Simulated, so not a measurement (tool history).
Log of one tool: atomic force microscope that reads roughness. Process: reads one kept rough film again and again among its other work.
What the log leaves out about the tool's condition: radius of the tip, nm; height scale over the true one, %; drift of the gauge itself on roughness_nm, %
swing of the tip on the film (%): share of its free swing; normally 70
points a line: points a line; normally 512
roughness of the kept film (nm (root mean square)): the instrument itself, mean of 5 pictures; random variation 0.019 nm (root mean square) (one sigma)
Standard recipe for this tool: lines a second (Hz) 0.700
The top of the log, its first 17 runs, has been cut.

run   hour  lines a second (Hz)  swing of the tip on the film (%)  points a line  pictures with this tip  hours of work since the height scale was calibrated  roughness of the kept film (nm (root mean square))
 18  307.7                0.700                                59            512                     101                                                   10                                               4.205
 19  321.1                0.700                                87            512                     118                                                   19                                               4.018
 20  340.1                0.700                                63            979                     141                                                   32                                               4.113
 21  352.7                1.624                                75            917                     157                                                   41                                               3.859
 22  370.6                1.612                                75            399                     179                                                   53                                               3.775
 23  389.9                3.134                                57            438                     202                                                   66                                               3.800
 24  410.0                3.134                                57            438                     227                                                   80                                               3.761
 25  429.2                1.420                                70            512                     251                                                   94                                               3.675

What does the tool deliver on the next run?
 26  451.3                1.420                                70            512                     278                                                  109                                                   ?

{"run 26": {"roughness of the kept film (nm (root mean square))": 3.589}}
With the hidden condition absent and the run-to-run variation left alone, this run would have shown roughness of the kept film (nm (root mean square)) 4.392.
